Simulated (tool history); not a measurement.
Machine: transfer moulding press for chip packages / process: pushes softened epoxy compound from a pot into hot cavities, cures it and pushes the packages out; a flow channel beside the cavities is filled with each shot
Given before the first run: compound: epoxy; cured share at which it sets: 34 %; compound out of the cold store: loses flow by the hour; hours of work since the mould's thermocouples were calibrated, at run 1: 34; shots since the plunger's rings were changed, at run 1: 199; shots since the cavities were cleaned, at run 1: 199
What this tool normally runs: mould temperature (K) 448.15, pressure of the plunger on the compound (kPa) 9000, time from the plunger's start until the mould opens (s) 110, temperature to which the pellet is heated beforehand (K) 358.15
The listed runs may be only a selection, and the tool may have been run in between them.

run	day	mould temperature (K)	pressure of the plunger on the compound (kPa)	time from the plunger's start until the mould opens (s)	temperature to which the pellet is heated beforehand (K)	hours of work since the mould's thermocouples were calibrated	shots since the plunger's rings were changed	shots since the cavities were cleaned	incoming compound's hours out of the cold store	length that the compound runs in the flow channel (mm)	greatest force on the pins that push the packages out (N)
1	0.000	448.15	9000	110	358.15	34	199	199	28.5	714	246
2	0.262	448.15	9000	110	358.15	38	275	275	41.3	689	242
3	0.554	448.15	9000	110	358.15	43	358	358	11.1	752	253
4	0.879	448.15	9000	110	358.15	48	453	453	23.6	728	250
5	1.279	448.15	9000	110	361.15	55	567	567	9.2	754	264
6	1.533	448.15	9000	141	358.15	59	641	641	13.6	744	235
# day 1.867: cavities cleaned with cleaning compound and waxed
7	1.867	448.15	9000	108	358.15	63	719	0	12.7	749	241
8	2.200	448.15	9000	147	358.15	69	815	96	16.2	746	227
9	2.454	448.15	9000	113	358.15	73	888	169	31.6	706	246
10	2.675	448.15	9000	113	358.15	76	952	233	35.3	703	240
11	2.988	448.15	9000	113	358.15	81	1042	323	39.3	695	237
12	3.275	448.15	9000	113	358.15	86	1125	406	39.3	696	235
13	3.575	448.15	9000	113	358.15	91	1211	492	22.6	727	242
14	3.796	448.15	9000	90	358.15	94	1276	557	37.5	699	305
15	4.083	442.15	9880	100	358.15	99	1358	639	13.4	804	389
16	4.275	448.15	9000	110	359.15	102	1414	695	11.3	754	253
# day 4.433: cavities cleaned with cleaning compound and waxed
17	4.738	448.15	9000	110	359.15	108	1529	88	39.6	692	245
18	5.038	448.15	9000	110	359.15	113	1615	174	20.1	737	257
19	5.408	448.15	7470	133	358.15	119	1722	281	28.3	653	238
20	5.729	448.15	7610	133	358.15	124	1814	373	15.4	680	233
21	5.933	456.15	7610	96	351.15	128	1873	432	20.4	653	231
22	6.329	452.15	9000	96	353.15	134	1988	547	21.1	721	253
23	6.721	448.15	9000	96	359.15	140	2101	660	30.2	712	299
# day 6.996: cavities cleaned with cleaning compound and waxed
24	7.062	448.15	8270	110	358.15	145	2181	19	42.8	658	250
25	7.417	444.15	9770	118	358.15	150	2283	121	23.8	766	261
26	7.629	448.15	8040	126	358.15	154	2344	182	20.6	689	238
27	7.875	453.15	7210	110	348.15	158	2415	253	22.1	639	226
28	8.150	448.15	9000	123	361.15	162	2495	333	32.0	708	240

Alternative continuations, all from the tool just after run 28; predict every row:
A	8.521	448.15	10120	123	361.15	168	2602	440	8.8	?	?
B	8.521	448.15	9000	110	367.15	168	2602	440	37.7	?	?
C	8.521	448.15	9000	123	363.15	168	2602	440	33.0	?	?

run	length that the compound runs in the flow channel (mm)	greatest force on the pins that push the packages out (N)
A	800	237
B	695	261
C	707	236
The same runs, with their run-to-run variation unchanged, on a tool lacking any hidden condition would have given:
run	length that the compound runs in the flow channel (mm)	greatest force on the pins that push the packages out (N)
A	801	235
B	696	259
C	707	234
